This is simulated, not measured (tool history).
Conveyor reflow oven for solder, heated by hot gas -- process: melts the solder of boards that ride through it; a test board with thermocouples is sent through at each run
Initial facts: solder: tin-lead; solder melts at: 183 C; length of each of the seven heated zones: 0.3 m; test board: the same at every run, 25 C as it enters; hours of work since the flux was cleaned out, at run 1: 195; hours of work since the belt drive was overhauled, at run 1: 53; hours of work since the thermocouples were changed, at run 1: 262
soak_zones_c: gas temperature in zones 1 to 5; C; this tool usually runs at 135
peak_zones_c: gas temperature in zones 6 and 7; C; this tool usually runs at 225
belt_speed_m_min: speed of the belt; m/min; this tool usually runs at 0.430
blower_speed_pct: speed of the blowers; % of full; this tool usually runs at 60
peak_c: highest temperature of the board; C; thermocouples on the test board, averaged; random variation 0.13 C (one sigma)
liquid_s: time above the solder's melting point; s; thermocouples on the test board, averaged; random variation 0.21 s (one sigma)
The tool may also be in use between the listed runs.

run	hour	soak_zones_c	peak_zones_c	belt_speed_m_min	blower_speed_pct	hours of work since the flux was cleaned out	hours of work since the belt drive was overhauled	hours of work since the thermocouples were changed	peak_c	liquid_s
1	0.0	135	225	0.430	60	195	53	262	201.6	41.3
2	19.7	148	225	0.430	60	207	65	273	204.8	51.7
3	34.5	148	225	0.430	60	215	74	282	204.9	51.7
4	49.2	135	225	0.430	60	224	82	291	201.4	41.4
5	75.6	135	225	0.430	66	239	98	306	203.4	45.3
6	108.7	135	225	0.430	52	259	117	325	197.9	35.6
7	141.9	135	225	0.430	52	278	136	345	198.0	35.5
8	163.1	135	225	0.430	52	290	149	357	197.8	35.6
9	183.2	135	225	0.430	52	302	160	369	197.9	35.3
10	199.1	135	225	0.430	52	311	170	378	197.8	35.4
11	223.3	135	225	0.430	52	325	184	392	198.0	35.0
12	243.6	135	225	0.430	52	337	196	404	198.1	35.4
13	266.3	135	225	0.430	52	350	209	417	197.9	35.2
14	281.3	130	225	0.430	60	359	218	426	200.2	38.1
15	299.1	135	225	0.430	60	370	228	436	201.3	41.6
16	322.2	135	225	0.430	60	383	241	450	201.4	41.7
17	342.7	135	225	0.445	53	395	253	462	197.1	32.2
18	378.9	135	225	0.445	53	416	275	483	197.1	32.6
19	402.8	135	229	0.445	53	430	288	497	199.9	37.0
20	424.6	135	226	0.356	53	443	301	510	206.2	59.5
21	442.9	135	226	0.356	53	453	312	520	206.3	60.2
# hour 479.0: flux residue cleaned out of gas plates and filters
22	479.0	128	226	0.356	58	0	330	538	206.6	58.0
23	503.8	128	226	0.356	58	14	344	553	206.7	57.5
24	537.1	128	226	0.356	58	34	364	572	206.5	58.3
25	552.5	120	225	0.399	60	43	373	581	200.8	39.6
26	574.0	129	223	0.487	85	55	385	594	202.0	37.1
27	610.0	122	215	0.501	64	76	406	615	185.8	6.7
28	629.5	124	238	0.467	76	88	418	626	211.8	47.3
29	662.3	147	225	0.430	60	107	437	645	204.3	50.6
30	686.2	146	229	0.440	59	121	451	659	206.2	50.9
31	720.5	140	237	0.430	60	141	471	679	212.2	56.6

Entry by entry between the runs, the difference in hidden state between the last listed run before and the first listed run after:
Logged between run 21 and run 22: flux residue cleaned out of gas plates and filters (hour 479.0)
  heat that the gas passes to the board, % of a clean oven's: 99.8 -> 100
